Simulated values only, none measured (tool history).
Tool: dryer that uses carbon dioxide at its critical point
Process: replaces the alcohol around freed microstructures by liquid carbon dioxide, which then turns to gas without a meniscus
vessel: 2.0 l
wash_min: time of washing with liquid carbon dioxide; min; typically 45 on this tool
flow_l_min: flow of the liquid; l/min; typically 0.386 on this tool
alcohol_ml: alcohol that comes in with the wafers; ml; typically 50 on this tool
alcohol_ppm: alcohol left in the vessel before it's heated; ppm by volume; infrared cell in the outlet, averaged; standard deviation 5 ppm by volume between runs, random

run 1 hour=0.0 | wash_min=45 flow_l_min=0.386 alcohol_ml=50 | alcohol_ppm=109
run 2 hour=45.6 | wash_min=45 flow_l_min=0.386 alcohol_ml=50 | alcohol_ppm=115
run 3 hour=91.0 | wash_min=45 flow_l_min=0.386 alcohol_ml=50 | alcohol_ppm=131
run 4 hour=132.7 | wash_min=45 flow_l_min=0.597 alcohol_ml=50 | alcohol_ppm=74
run 5 hour=192.5 | wash_min=45 flow_l_min=0.597 alcohol_ml=50 | alcohol_ppm=80
run 6 hour=252.4 | wash_min=45 flow_l_min=0.597 alcohol_ml=50 | alcohol_ppm=79
run 7 hour=292.6 | wash_min=45 flow_l_min=0.597 alcohol_ml=50 | alcohol_ppm=87
run 8 hour=334.0 | wash_min=45 flow_l_min=0.597 alcohol_ml=50 | alcohol_ppm=95
run 9 hour=372.5 | wash_min=67 flow_l_min=0.597 alcohol_ml=50 | alcohol_ppm=82
-- hour=428.4 inlet filter changed
run 10 hour=431.9 | wash_min=67 flow_l_min=0.597 alcohol_ml=50 | alcohol_ppm=85
run 11 hour=481.9 | wash_min=36 flow_l_min=0.386 alcohol_ml=50 | alcohol_ppm=242
run 12 hour=530.3 | wash_min=69 flow_l_min=0.386 alcohol_ml=50 | alcohol_ppm=104
run 13 hour=572.5 | wash_min=45 flow_l_min=0.386 alcohol_ml=38 | alcohol_ppm=128
run 14 hour=612.2 | wash_min=29 flow_l_min=0.386 alcohol_ml=50 | alcohol_ppm=535
run 15 hour=655.3 | wash_min=29 flow_l_min=0.386 alcohol_ml=50 | alcohol_ppm=562
run 16 hour=704.1 | wash_min=29 flow_l_min=0.386 alcohol_ml=50 | alcohol_ppm=584
run 17 hour=756.6 | wash_min=29 flow_l_min=0.386 alcohol_ml=50 | alcohol_ppm=602
run 18 hour=797.2 | wash_min=45 flow_l_min=0.372 alcohol_ml=50 | alcohol_ppm=177
run 19 hour=856.3 | wash_min=45 flow_l_min=0.386 alcohol_ml=50 | alcohol_ppm=186
run 20 hour=899.1 | wash_min=45 flow_l_min=0.386 alcohol_ml=50 | alcohol_ppm=181
run 21 hour=955.1 | wash_min=45 flow_l_min=0.386 alcohol_ml=50 | alcohol_ppm=203
run 22 hour=983.6 | wash_min=45 flow_l_min=0.386 alcohol_ml=50 | alcohol_ppm=189
run 23 hour=1027.4 | wash_min=45 flow_l_min=0.386 alcohol_ml=38 | alcohol_ppm=183
run 24 hour=1077.0 | wash_min=45 flow_l_min=0.386 alcohol_ml=38 | alcohol_ppm=187
run 25 hour=1117.6 | wash_min=49 flow_l_min=0.386 alcohol_ml=80 | alcohol_ppm=217
run 26 hour=1165.1 | wash_min=49 flow_l_min=0.386 alcohol_ml=80 | alcohol_ppm=238
run 27 hour=1195.7 | wash_min=29 flow_l_min=0.386 alcohol_ml=80 | alcohol_ppm=1248
run 28 hour=1255.1 | wash_min=47 flow_l_min=0.616 alcohol_ml=80 | alcohol_ppm=154
run 29 hour=1303.9 | wash_min=45 flow_l_min=0.362 alcohol_ml=31 | alcohol_ppm=229
-- hour=1342.9 inlet filter changed
run 30 hour=1343.0 | wash_min=45 flow_l_min=0.362 alcohol_ml=31 | alcohol_ppm=184
run 31 hour=1371.0 | wash_min=52 flow_l_min=0.246 alcohol_ml=50 | alcohol_ppm=333
run 32 hour=1395.9 | wash_min=68 flow_l_min=0.386 alcohol_ml=92 | alcohol_ppm=164
run 33 hour=1454.7 | wash_min=47 flow_l_min=0.522 alcohol_ml=56 | alcohol_ppm=170
run 34 hour=1485.9 | wash_min=47 flow_l_min=0.522 alcohol_ml=56 | alcohol_ppm=167
run 35 hour=1529.6 | wash_min=47 flow_l_min=0.385 alcohol_ml=56 | alcohol_ppm=205
run 36 hour=1569.9 | wash_min=64 flow_l_min=0.443 alcohol_ml=43 | alcohol_ppm=166
run 37 hour=1601.9 | wash_min=64 flow_l_min=0.443 alcohol_ml=43 | alcohol_ppm=178
run 38 hour=1651.8 | wash_min=64 flow_l_min=0.557 alcohol_ml=102 | alcohol_ppm=185
run 39 hour=1688.2 | wash_min=54 flow_l_min=0.386 alcohol_ml=33 | alcohol_ppm=190
run 40 hour=1719.5 | wash_min=54 flow_l_min=0.386 alcohol_ml=33 | alcohol_ppm=194
-- hour=1765.1 purifier's bed changed
run 41 hour=1770.2 | wash_min=42 flow_l_min=0.489 alcohol_ml=53 | alcohol_ppm=41
run 42 hour=1812.6 | wash_min=45 flow_l_min=0.386 alcohol_ml=28 | alcohol_ppm=47
run 43 hour=1860.5 | wash_min=30 flow_l_min=0.544 alcohol_ml=50 | alcohol_ppm=114
run 44 hour=1906.6 | wash_min=66 flow_l_min=0.363 alcohol_ml=26 | alcohol_ppm=19
run 45 hour=1964.7 | wash_min=66 flow_l_min=0.478 alcohol_ml=117 | alcohol_ppm=13
run 46 hour=1997.6 | wash_min=36 flow_l_min=0.413 alcohol_ml=34 | alcohol_ppm=154

Subtracting, for every run, the result it would have given without the tool's unlogged condition from the measured result gives the following. The same run-to-run variation enters both numbers; the gauge's scatter may not:
What the log doesn't record here: flow that reaches the vessel past the clogged filter, %; alcohol in the recycled carbon dioxide, ppm; drift of the gauge itself on alcohol_ppm, %.
run=1 alcohol_ppm=+77
run=2 alcohol_ppm=+87
run=3 alcohol_ppm=+93
run=4 alcohol_ppm=+64
run=5 alcohol_ppm=+67
run=6 alcohol_ppm=+71
run=7 alcohol_ppm=+77
run=8 alcohol_ppm=+80
run=9 alcohol_ppm=+77
run=10 alcohol_ppm=+83
run=11 alcohol_ppm=+101
run=12 alcohol_ppm=+92
run=13 alcohol_ppm=+102
run=14 alcohol_ppm=+167
run=15 alcohol_ppm=+187
run=16 alcohol_ppm=+207
run=17 alcohol_ppm=+231
run=18 alcohol_ppm=+137
run=19 alcohol_ppm=+141
run=20 alcohol_ppm=+144
run=21 alcohol_ppm=+160
run=22 alcohol_ppm=+157
run=23 alcohol_ppm=+155
run=24 alcohol_ppm=+161
run=25 alcohol_ppm=+182
run=26 alcohol_ppm=+194
run=27 alcohol_ppm=+659
run=28 alcohol_ppm=+149
run=29 alcohol_ppm=+198
run=30 alcohol_ppm=+147
run=31 alcohol_ppm=+155
run=32 alcohol_ppm=+153
run=33 alcohol_ppm=+160
run=34 alcohol_ppm=+157
run=35 alcohol_ppm=+170
run=36 alcohol_ppm=+166
run=37 alcohol_ppm=+171
run=38 alcohol_ppm=+169
run=39 alcohol_ppm=+179
run=40 alcohol_ppm=+177
run=41 alcohol_ppm=+11
run=42 alcohol_ppm=+19
run=43 alcohol_ppm=+55
run=44 alcohol_ppm=+14
run=45 alcohol_ppm=+13
run=46 alcohol_ppm=+80

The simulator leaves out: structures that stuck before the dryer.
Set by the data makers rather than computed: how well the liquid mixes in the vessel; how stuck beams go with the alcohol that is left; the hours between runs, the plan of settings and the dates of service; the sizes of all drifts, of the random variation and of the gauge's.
